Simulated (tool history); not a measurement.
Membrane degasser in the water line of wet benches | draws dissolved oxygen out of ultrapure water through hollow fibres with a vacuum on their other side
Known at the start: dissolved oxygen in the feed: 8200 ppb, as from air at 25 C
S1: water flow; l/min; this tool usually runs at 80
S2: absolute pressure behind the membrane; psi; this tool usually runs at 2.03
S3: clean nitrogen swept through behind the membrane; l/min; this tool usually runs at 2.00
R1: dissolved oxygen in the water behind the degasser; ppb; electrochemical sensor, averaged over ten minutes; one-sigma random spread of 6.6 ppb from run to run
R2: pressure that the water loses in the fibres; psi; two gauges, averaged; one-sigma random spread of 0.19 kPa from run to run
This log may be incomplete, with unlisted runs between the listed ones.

Run 1, hour 0.0: usual settings. Result: R1 969.9 ppb, R2 5.417 psi.
Run 2, hour 227.8: usual settings. Result: R1 970.6 ppb, R2 5.372 psi.
Run 3, hour 453.5: usual settings. Result: R1 970.8 ppb, R2 5.371 psi.
Run 4, hour 702.1: usual settings but S3 3.80 l/min. Result: R1 665.6 ppb, R2 5.352 psi.
Run 5, hour 978.6: usual settings but S3 2.19 l/min. Result: R1 923.1 ppb, R2 5.391 psi.
Run 6, hour 1176.1: usual settings but S3 2.19 l/min. Result: R1 907.8 ppb, R2 5.375 psi.
Run 7, hour 1331.5: usual settings but S3 2.19 l/min. Result: R1 908.0 ppb, R2 5.391 psi.
Run 8, hour 1496.9: usual settings but S3 2.19 l/min. Result: R1 909.7 ppb, R2 5.350 psi.
Run 9, hour 1736.1: usual settings but S3 2.19 l/min. Result: R1 906.0 ppb, R2 5.401 psi.
Run 10, hour 2037.1: usual settings but S3 5.15 l/min. Result: R1 551.9 ppb, R2 5.388 psi.
Run 11, hour 2220.7: usual settings but S1 91 l/min. Result: R1 1082.0 ppb, R2 6.148 psi.
Run 12, hour 2427.4: usual settings but S2 3.57 psi. Result: R1 1581.1 ppb, R2 5.334 psi.
Run 13, hour 2704.3: usual settings but S2 3.57 psi. Result: R1 1603.0 ppb, R2 5.365 psi.
Run 14, hour 3011.3: usual settings but S1 109 l/min, S2 2.67 psi, S3 0.94 l/min. Result: R1 2323.7 ppb, R2 7.335 psi.
Run 15, hour 3302.7: usual settings but S1 92 l/min, S2 1.41 psi, S3 0.84 l/min. Result: R1 1189.6 ppb, R2 6.190 psi.
Run 16, hour 3542.0: usual settings but S1 92 l/min, S2 1.41 psi, S3 0.84 l/min. Result: R1 1192.1 ppb, R2 6.139 psi.
Run 17, hour 3814.2: usual settings but S1 92 l/min, S2 1.41 psi, S3 0.84 l/min. Result: R1 1189.3 ppb, R2 6.161 psi.
Run 18, hour 4077.6: usual settings but S1 92 l/min, S2 1.41 psi, S3 0.84 l/min. Result: R1 1188.3 ppb, R2 6.167 psi.
Run 19, hour 4276.4: usual settings but S1 92 l/min, S2 1.41 psi, S3 0.84 l/min. Result: R1 1174.9 ppb, R2 6.170 psi.
Run 20, hour 4530.0: usual settings but S1 92 l/min, S2 1.41 psi, S3 0.84 l/min. Result: R1 1177.4 ppb, R2 6.195 psi.
Run 21, hour 4830.4: usual settings but S2 2.54 psi, S3 1.37 l/min. Result: R1 1483.1 ppb, R2 5.398 psi.

Not shown: 2 entries that the log had between the listed runs. Between which runs, and how does the tool's hidden state differ before and after?
From run 13 to run 14: vacuum gauge calibrated (hour 2720.0)
  air that leaks in behind the membrane, l/min: 0.0027 -> 0.0028
From run 20 to run 21: seals of the vacuum lines changed (hour 4668.3)
  air that leaks in behind the membrane, l/min: 0.0029 -> 0.002
